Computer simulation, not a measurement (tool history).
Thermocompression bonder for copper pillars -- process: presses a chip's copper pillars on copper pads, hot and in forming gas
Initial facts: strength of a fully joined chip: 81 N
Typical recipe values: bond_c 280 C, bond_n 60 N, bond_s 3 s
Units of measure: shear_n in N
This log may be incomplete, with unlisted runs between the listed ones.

Run 1, hour 0: usual settings. Result: shear_n 51.8 N.
Run 2, hour 18.1: usual settings. Result: shear_n 51.7 N.
Run 3, hour 36.4: usual settings. Result: shear_n 51.7 N.
Run 4, hour 55.5: usual settings. Result: shear_n 52 N.
Run 5, hour 86.3: usual settings. Result: shear_n 52.2 N.
Run 6, hour 106.6: usual settings but bond_c 285 C. Result: shear_n 53.9 N.
At hour 130.1: forming gas filter changed.
Run 7, hour 137.3: usual settings but bond_s 2 s. Result: shear_n 46.5 N.
Run 8, hour 154.7: usual settings but bond_s 2 s. Result: shear_n 46.8 N.
Run 9, hour 174: usual settings but bond_s 2 s. Result: shear_n 46.9 N.
Run 10, hour 189.6: usual settings. Result: shear_n 53.1 N.
Run 11, hour 215.5: usual settings but bond_c 270 C. Result: shear_n 49.6 N.
Run 12, hour 234.8: usual settings but bond_c 270 C. Result: shear_n 50 N.
Run 13, hour 266.2: usual settings. Result: shear_n 53 N.
At hour 279.4: gauge calibrated.
Run 14, hour 286.1: usual settings. Result: shear_n 51.8 N.
Run 15, hour 314.4: usual settings. Result: shear_n 51.6 N.
At hour 322.3: forming gas filter changed.
Run 16, hour 339.9: usual settings. Result: shear_n 52.1 N.
Run 17, hour 354.5: usual settings. Result: shear_n 53.1 N.
Run 18, hour 369.2: usual settings but bond_n 56 N. Result: shear_n 48.7 N.
Run 19, hour 390.6: usual settings but bond_c 258 C. Result: shear_n 44.9 N.
Run 20, hour 404.8: usual settings but bond_c 258 C. Result: shear_n 44.3 N.
Run 21, hour 420.2: usual settings but bond_c 258 C. Result: shear_n 44.7 N.
Run 22, hour 434.2: usual settings but bond_n 78 N. Result: shear_n 63.3 N.
Run 23, hour 451.1: usual settings but bond_c 307 C, bond_n 50 N, bond_s 2 s. Result: shear_n 47.6 N.
Run 24, hour 482: usual settings but bond_c 295 C, bond_n 45 N, bond_s 4 s. Result: shear_n 49.5 N.
Run 25, hour 500.5: usual settings but bond_c 275 C, bond_s 4 s. Result: shear_n 55 N.
At hour 515.3: forming gas filter changed.
Run 26, hour 520: usual settings but bond_c 257 C, bond_n 68 N. Result: shear_n 50.4 N.
Run 27, hour 542: usual settings but bond_c 257 C, bond_n 68 N. Result: shear_n 50 N.
Run 28, hour 556.1: usual settings but bond_c 296 C, bond_n 75 N, bond_s 2 s. Result: shear_n 62.6 N.
Run 29, hour 586.4: usual settings but bond_c 300 C, bond_n 75 N, bond_s 2 s. Result: shear_n 63.9 N.
Run 30, hour 618.7: usual settings but bond_c 292 C, bond_n 54 N, bond_s 7 s. Result: shear_n 65.4 N.
Run 31, hour 644.1: usual settings but bond_c 291 C, bond_n 81 N, bond_s 4 s. Result: shear_n 73 N.
Run 32, hour 676.9: usual settings but bond_c 291 C, bond_n 81 N, bond_s 4 s. Result: shear_n 73 N.
Run 33, hour 698.4: usual settings but bond_n 38 N. Result: shear_n 34.8 N.
At hour 709.3: forming gas filter changed.
Run 34, hour 730: usual settings but bond_n 38 N. Result: shear_n 34.9 N.
Run 35, hour 761.4: usual settings but bond_c 269 C, bond_n 51 N, bond_s 2 s. Result: shear_n 37.7 N.
Run 36, hour 779.1: usual settings but bond_c 269 C, bond_n 63 N. Result: shear_n 52.4 N.
Run 37, hour 792.8: usual settings but bond_c 250 C, bond_n 59 N, bond_s 4 s. Result: shear_n 46.6 N.
Run 38, hour 815.1: usual settings but bond_c 250 C, bond_n 59 N, bond_s 4 s. Result: shear_n 47 N.
Run 39, hour 838.9: usual settings but bond_n 41 N. Result: shear_n 38.2 N.
Run 40, hour 858.3: usual settings but bond_c 260 C, bond_n 80 N, bond_s 2 s. Result: shear_n 53.7 N.

Table of differences, measured result less the result of that run with no hidden state. Run-to-run variation is the same in both. Gauge scatter possibly is not:
Hidden state present: true temperature of the bond over the reading, C; force that reaches the chip, % of what is set; oxide that the forming gas leaves, % of the face; drift of the gauge itself on shear_n, %.
run  shear_n
  1     -0.1
  2       +0
  3       +0
  4     +0.2
  5     +0.3
  6     +0.3
  7     +0.6
  8     +0.7
  9     +0.8
 10     +0.9
 11       +1
 12       +1
 13     +1.2
 14     -0.2
 15       +0
 16     +0.2
 17     +0.3
 18     +0.4
 19     +0.4
 20     +0.5
 21     +0.5
 22     +0.8
 23     +0.7
 24     +0.8
 25       +1
 26     +1.1
 27     +1.3
 28     +1.7
 29     +1.9
 30     +2.1
 31     +2.5
 32     +2.7
 33     +1.2
 34     +1.5
 35     +1.7
 36     +2.5
 37     +2.2
 38     +2.3
 39       +2
 40     +2.9

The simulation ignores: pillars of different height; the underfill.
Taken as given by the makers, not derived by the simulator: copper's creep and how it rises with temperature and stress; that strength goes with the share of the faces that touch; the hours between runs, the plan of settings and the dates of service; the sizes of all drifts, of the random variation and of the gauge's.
